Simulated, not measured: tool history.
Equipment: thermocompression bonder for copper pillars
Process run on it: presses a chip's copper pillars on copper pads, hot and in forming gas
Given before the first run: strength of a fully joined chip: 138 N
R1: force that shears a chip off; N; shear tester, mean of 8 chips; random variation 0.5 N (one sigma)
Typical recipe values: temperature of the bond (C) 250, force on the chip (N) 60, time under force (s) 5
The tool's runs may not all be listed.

Run 1, hour 0: usual settings. Result: R1 71 N.
Run 2, hour 5.5: usual settings. Result: R1 71.3 N.
Run 3, hour 17: usual settings. Result: R1 70.3 N.
Run 4, hour 24.2: usual settings but force on the chip (N) 77. Result: R1 81.2 N.
At hour 32.4: forming gas filter changed.
Run 5, hour 34.2: usual settings. Result: R1 73.6 N.
Run 6, hour 41.3: usual settings. Result: R1 73.3 N.
Run 7, hour 50.2: usual settings. Result: R1 74.5 N.
Run 8, hour 60.4: usual settings but temperature of the bond (C) 248. Result: R1 71.9 N.
Run 9, hour 67.6: usual settings. Result: R1 73.2 N.
Run 10, hour 75.7: usual settings but time under force (s) 12. Result: R1 95.8 N.
Run 11, hour 84.5: usual settings but time under force (s) 12. Result: R1 94.8 N.
Run 12, hour 94.4: usual settings. Result: R1 72.7 N.
Run 13, hour 105.1: usual settings. Result: R1 73.4 N.
Run 14, hour 114.2: usual settings. Result: R1 71.6 N.
Run 15, hour 123.6: usual settings but force on the chip (N) 87. Result: R1 87.8 N.
Run 16, hour 134: usual settings but force on the chip (N) 87. Result: R1 87.5 N.
Run 17, hour 142.5: usual settings. Result: R1 72.5 N.
Run 18, hour 154.2: usual settings. Result: R1 71.8 N.
Run 19, hour 159.5: usual settings. Result: R1 71.7 N.
Run 20, hour 170.5: usual settings but temperature of the bond (C) 240. Result: R1 64.9 N.
Run 21, hour 176.7: usual settings but temperature of the bond (C) 237. Result: R1 62.8 N.
Run 22, hour 187.1: usual settings but temperature of the bond (C) 264, time under force (s) 6. Result: R1 85 N.
Run 23, hour 198.5: usual settings but temperature of the bond (C) 264, time under force (s) 6. Result: R1 85.5 N.
Run 24, hour 209.1: usual settings but temperature of the bond (C) 264, time under force (s) 6. Result: R1 85.2 N.
Run 25, hour 216.1: usual settings but temperature of the bond (C) 264, time under force (s) 6. Result: R1 85.6 N.
Run 26, hour 221.8: usual settings but temperature of the bond (C) 221, force on the chip (N) 83, time under force (s) 3. Result: R1 52.3 N.
Run 27, hour 228.5: usual settings but temperature of the bond (C) 229, force on the chip (N) 85, time under force (s) 13. Result: R1 94 N.
Run 28, hour 240.4: usual settings but temperature of the bond (C) 274, time under force (s) 7. Result: R1 96 N.
Run 29, hour 245.9: usual settings but temperature of the bond (C) 274, time under force (s) 7. Result: R1 95.4 N.
Run 30, hour 255.1: usual settings but temperature of the bond (C) 232, force on the chip (N) 87, time under force (s) 7. Result: R1 80.6 N.
Run 31, hour 260.6: usual settings but temperature of the bond (C) 232, force on the chip (N) 87, time under force (s) 7. Result: R1 81.7 N.
Run 32, hour 266.4: usual settings but force on the chip (N) 90, time under force (s) 3. Result: R1 74.9 N.
Run 33, hour 275: usual settings but temperature of the bond (C) 270, force on the chip (N) 64, time under force (s) 3. Result: R1 75.2 N.
Run 34, hour 284.3: usual settings but temperature of the bond (C) 265, force on the chip (N) 64, time under force (s) 11. Result: R1 102.2 N.
Run 35, hour 290.2: usual settings but temperature of the bond (C) 265, force on the chip (N) 66, time under force (s) 11. Result: R1 103.9 N.
Run 36, hour 301.6: usual settings but temperature of the bond (C) 265, force on the chip (N) 66, time under force (s) 11. Result: R1 103.2 N.
Run 37, hour 311.2: usual settings but temperature of the bond (C) 251, force on the chip (N) 50, time under force (s) 11. Result: R1 82.4 N.
Run 38, hour 319.6: usual settings but temperature of the bond (C) 251, force on the chip (N) 41, time under force (s) 11. Result: R1 74.9 N.
Run 39, hour 329.9: usual settings but temperature of the bond (C) 251, force on the chip (N) 41, time under force (s) 11. Result: R1 74.2 N.
Run 40, hour 340.9: usual settings but temperature of the bond (C) 251, force on the chip (N) 41, time under force (s) 11. Result: R1 73.2 N.

For each run, the measured value with the value that run would have given without the tool's hidden condition subtracted. The run-to-run variation is shared by both, the gauge scatter possibly not:
The hidden state here: true temperature of the bond over the reading, C; force that reaches the chip, % of what is set; oxide that the forming gas leaves, % of the face; drift of the gauge itself on shear_n, %.
run    R1
  1  -5.2
  2  -5.4
  3  -5.4
  4  -6.1
  5    -3
  6  -3.1
  7  -3.2
  8  -3.3
  9  -3.4
 10  -3.7
 11  -3.8
 12  -3.7
 13    -4
 14    -4
 15  -4.4
 16  -4.6
 17  -4.4
 18  -4.5
 19  -4.6
 20  -4.6
 21  -4.6
 22  -5.2
 23  -5.3
 24  -5.4
 25  -5.6
 26  -4.8
 27  -6.2
 28    -6
 29    -6
 30  -6.4
 31  -6.6
 32  -6.1
 33  -6.1
 34  -6.5
 35  -6.7
 36  -6.8
 37  -7.1
 38    -7
 39    -7
 40  -7.1

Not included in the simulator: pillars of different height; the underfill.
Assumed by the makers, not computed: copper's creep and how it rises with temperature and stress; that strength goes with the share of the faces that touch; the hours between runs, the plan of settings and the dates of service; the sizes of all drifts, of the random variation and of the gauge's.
